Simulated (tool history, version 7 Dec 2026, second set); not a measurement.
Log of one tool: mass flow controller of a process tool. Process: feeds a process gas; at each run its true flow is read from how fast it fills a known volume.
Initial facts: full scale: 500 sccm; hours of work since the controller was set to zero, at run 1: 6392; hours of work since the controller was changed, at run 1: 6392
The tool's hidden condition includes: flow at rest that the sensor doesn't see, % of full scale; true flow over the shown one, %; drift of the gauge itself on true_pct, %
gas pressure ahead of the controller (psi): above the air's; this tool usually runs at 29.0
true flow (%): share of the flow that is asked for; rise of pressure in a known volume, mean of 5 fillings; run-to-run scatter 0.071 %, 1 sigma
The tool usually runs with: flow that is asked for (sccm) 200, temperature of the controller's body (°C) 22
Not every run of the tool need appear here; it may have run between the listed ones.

run,hour,flow that is asked for (sccm),gas pressure ahead of the controller (psi),temperature of the controller's body (°C),hours of work since the controller was set to zero,hours of work since the controller was changed,true flow (%)
1,0.0,200,29.0,22,6392,6392,99.56
2,126.6,200,29.0,22,6466,6466,99.49
# hour 177.4: controller's zero set anew
3,306.6,200,29.0,22,75,6571,99.41
4,438.7,200,29.0,22,153,6648,99.47
5,669.2,200,29.0,22,287,6782,99.42
6,914.4,200,29.0,22,430,6926,99.42
7,1085.6,200,29.0,22,530,7026,99.34
8,1323.6,236,29.0,22,669,7164,99.56
9,1544.6,200,29.0,22,798,7294,99.15
10,1758.0,200,29.0,22,923,7418,99.14
11,1875.3,261,24.9,25,991,7487,99.06
12,2047.2,77,27.3,27,1092,7587,98.33
13,2192.3,89,35.1,28,1176,7672,98.18
14,2425.1,89,35.1,28,1312,7808,98.08
15,2643.5,248,35.1,28,1440,7935,98.35
16,2904.3,237,38.4,30,1592,8087,98.11
17,3101.5,462,27.7,22,1707,8202,99.58
18,3376.4,64,21.2,27,1867,8363,98.05
19,3570.4,64,21.2,27,1981,8476,98.08
20,3689.0,64,20.9,27,2050,8545,98.03

Consider 4 possible next runs. They are alternatives, not a sequence: every one starts from the tool as it was left by run 20. What does each give?
A,3869.9,200,27.0,24,2156,8651,?
B,3869.9,142,29.0,22,2156,8651,?
C,3869.9,234,38.1,30,2156,8651,?
D,3869.9,453,29.0,38,2156,8651,?

run,true flow (%)
A,98.58
B,98.50
C,97.89
D,97.88
The same runs, with their run-to-run variation unchanged, on a tool lacking any hidden condition would have given:
run,true flow (%)
A,99.45
B,99.37
C,98.75
D,98.75

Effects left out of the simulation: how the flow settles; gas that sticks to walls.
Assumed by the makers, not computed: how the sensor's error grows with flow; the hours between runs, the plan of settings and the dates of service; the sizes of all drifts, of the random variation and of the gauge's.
